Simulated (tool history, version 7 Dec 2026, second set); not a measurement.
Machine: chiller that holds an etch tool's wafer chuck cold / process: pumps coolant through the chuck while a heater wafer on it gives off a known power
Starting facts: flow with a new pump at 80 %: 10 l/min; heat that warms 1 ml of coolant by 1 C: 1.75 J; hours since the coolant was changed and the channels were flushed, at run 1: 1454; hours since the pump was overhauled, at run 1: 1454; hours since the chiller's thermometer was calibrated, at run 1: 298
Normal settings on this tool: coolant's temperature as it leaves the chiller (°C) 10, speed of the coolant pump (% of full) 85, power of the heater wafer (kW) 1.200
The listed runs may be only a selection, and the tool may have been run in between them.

run,day,coolant's temperature as it leaves the chiller (°C),speed of the coolant pump (% of full),power of the heater wafer (kW),hours since the coolant was changed and the channels were flushed,hours since the pump was overhauled,hours since the chiller's thermometer was calibrated,chuck's temperature once it has settled (°C),how much warmer the coolant comes back (C)
1,0.000,10,85,1.200,1454,1454,298,19.0,4.08
2,8.129,10,85,1.200,1649,1649,494,19.2,4.06
3,13.404,17,85,1.200,1775,1775,620,26.3,4.04
4,21.092,17,85,1.200,1960,1960,805,26.1,4.08
5,29.833,17,85,1.200,2170,2170,1014,26.2,4.10
6,38.996,10,85,1.200,2389,2389,1234,19.3,4.14
7,46.333,2,85,1.200,2566,2566,1410,11.2,4.10
8,53.362,2,85,1.200,2734,2734,1579,11.4,4.21
9,59.988,2,85,1.200,2893,2893,1738,11.5,4.15
10,63.979,14,95,1.141,2989,2989,1834,22.3,3.49
11,70.779,10,77,0.828,3152,3152,1997,16.8,3.16
# day 73.183: coolant changed, channels flushed
12,79.425,19,62,1.200,150,3354,2199,29.4,5.68
13,86.554,19,88,0.661,321,3525,2370,23.5,2.19
14,93.438,10,94,1.200,486,3690,2535,18.3,3.83

3 ways to go on from here, each from the tool as it stands after run 14. What would each give?
A,99.333,10,88,1.200,628,3832,2676,?,?
B,99.333,4,83,1.200,628,3832,2676,?,?
C,99.333,16,85,1.200,628,3832,2676,?,?

run,chuck's temperature once it has settled (°C),how much warmer the coolant comes back (C)
A,18.6,4.07
B,12.8,4.32
C,24.8,4.27
Stripped of hidden state, with their random variation kept, the same runs would have yielded:
run,chuck's temperature once it has settled (°C),how much warmer the coolant comes back (C)
A,18.5,3.70
B,12.6,3.94
C,24.6,3.89
